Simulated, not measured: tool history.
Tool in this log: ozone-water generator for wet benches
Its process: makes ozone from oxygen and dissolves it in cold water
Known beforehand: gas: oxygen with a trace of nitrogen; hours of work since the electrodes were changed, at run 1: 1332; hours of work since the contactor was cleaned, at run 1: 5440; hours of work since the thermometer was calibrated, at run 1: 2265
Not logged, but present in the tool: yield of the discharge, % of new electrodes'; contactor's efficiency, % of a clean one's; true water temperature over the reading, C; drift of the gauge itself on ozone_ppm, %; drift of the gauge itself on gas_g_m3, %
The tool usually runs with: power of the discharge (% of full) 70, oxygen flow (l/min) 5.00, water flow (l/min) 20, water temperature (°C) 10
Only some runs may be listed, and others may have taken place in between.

| run | hour | power of the discharge (% of full) | oxygen flow (l/min) | water flow (l/min) | water temperature (°C) | hours of work since the electrodes were changed | hours of work since the contactor was cleaned | hours of work since the thermometer was calibrated | dissolved ozone (ppm) | ozone in the gas ahead of the water (g/m3) |
|---|---|---|---|---|---|---|---|---|---|---|
| 1 | 0.0 | 70 | 5.00 | 20 | 10 | 1332 | 5440 | 2265 | 15.9 | 192.2 |
| 2 | 56.0 | 70 | 5.00 | 20 | 10 | 1370 | 5479 | 2304 | 16.0 | 192.5 |
| 3 | 112.9 | 70 | 5.00 | 20 | 12 | 1410 | 5518 | 2343 | 15.6 | 192.1 |
| 4 | 154.5 | 70 | 5.00 | 20 | 12 | 1438 | 5547 | 2372 | 15.4 | 191.9 |
| 5 | 215.5 | 70 | 2.56 | 20 | 10 | 1480 | 5589 | 2414 | 13.4 | 255.8 |
| 6 | 268.2 | 61 | 5.00 | 20 | 10 | 1516 | 5625 | 2450 | 14.9 | 177.8 |
| 7 | 300.0 | 60 | 5.00 | 20 | 10 | 1538 | 5647 | 2472 | 14.6 | 173.4 |
| 8 | 353.0 | 50 | 5.00 | 20 | 10 | 1575 | 5683 | 2508 | 13.0 | 159.0 |
| 9 | 402.1 | 70 | 5.00 | 19 | 10 | 1609 | 5717 | 2542 | 16.8 | 193.6 |
| 10 | 458.0 | 70 | 5.00 | 19 | 10 | 1647 | 5755 | 2580 | 16.6 | 191.9 |
| 11 | 502.1 | 70 | 5.00 | 19 | 10 | 1677 | 5786 | 2611 | 16.7 | 190.9 |
| 12 | 578.3 | 70 | 5.00 | 19 | 10 | 1730 | 5838 | 2663 | 16.7 | 190.9 |
| 13 | 657.0 | 70 | 5.00 | 20 | 10 | 1784 | 5892 | 2717 | 15.9 | 192.5 |
| 14 | 731.4 | 70 | 6.19 | 20 | 10 | 1835 | 5944 | 2768 | 16.6 | 175.4 |
| 15 | 792.0 | 64 | 6.19 | 20 | 10 | 1877 | 5985 | 2810 | 15.4 | 166.9 |
| 16 | 837.5 | 70 | 4.09 | 28 | 10 | 1908 | 6017 | 2842 | 10.3 | 208.8 |
|  | 845.9 | contactor cleaned |
| 17 | 886.3 | 70 | 4.09 | 28 | 10 | 1939 | 28 | 2872 | 10.4 | 206.3 |
| 18 | 931.7 | 56 | 5.00 | 18 | 10 | 1970 | 59 | 2904 | 15.0 | 168.2 |
| 19 | 1003.9 | 56 | 5.00 | 18 | 10 | 2020 | 109 | 2953 | 14.9 | 169.0 |
| 20 | 1053.5 | 56 | 8.08 | 18 | 8 | 2054 | 143 | 2987 | 16.3 | 137.0 |
|  | 1073.0 | contactor cleaned, once more |
| 21 | 1113.4 | 67 | 5.00 | 20 | 8 | 2092 | 28 | 3026 | 17.1 | 184.9 |
| 22 | 1160.6 | 70 | 5.00 | 20 | 18 | 2125 | 60 | 3058 | 15.1 | 189.8 |
| 23 | 1203.0 | 71 | 3.13 | 19 | 6 | 2154 | 89 | 3087 | 16.3 | 233.2 |
| 24 | 1280.6 | 71 | 2.88 | 17 | 6 | 2207 | 143 | 3141 | 18.2 | 240.6 |
| 25 | 1339.2 | 71 | 2.88 | 17 | 6 | 2248 | 183 | 3181 | 18.0 | 242.9 |
| 26 | 1376.4 | 41 | 2.88 | 17 | 16 | 2273 | 209 | 3207 | 12.0 | 178.1 |
| 27 | 1420.4 | 41 | 2.88 | 17 | 16 | 2304 | 239 | 3237 | 12.0 | 176.6 |

Each row is a separate what-if for the run after 27, all from the same tool condition, not one after another. Results?
| A | 1468.6 | 70 | 2.91 | 26 | 10 | 2337 | 272 | 3270 | ? | ? |
| B | 1468.6 | 70 | 6.69 | 15 | 6 | 2337 | 272 | 3270 | ? | ? |
| C | 1468.6 | 70 | 5.00 | 29 | 8 | 2337 | 272 | 3270 | ? | ? |
| D | 1468.6 | 41 | 3.17 | 13 | 16 | 2337 | 272 | 3270 | ? | ? |
| E | 1468.6 | 41 | 2.88 | 19 | 16 | 2337 | 272 | 3270 | ? | ? |

| run | dissolved ozone (ppm) | ozone in the gas ahead of the water (g/m3) |
|---|---|---|
| A | 10.8 | 239.3 |
| B | 23.6 | 167.0 |
| C | 11.7 | 190.0 |
| D | 15.9 | 170.5 |
| E | 10.7 | 178.6 |
Without the tool's unlogged condition, the same runs would have read:
| run | dissolved ozone (ppm) | ozone in the gas ahead of the water (g/m3) |
|---|---|---|
| A | 11.4 | 249.6 |
| B | 24.9 | 174.2 |
| C | 12.4 | 198.1 |
| D | 16.6 | 175.5 |
| E | 11.1 | 183.8 |
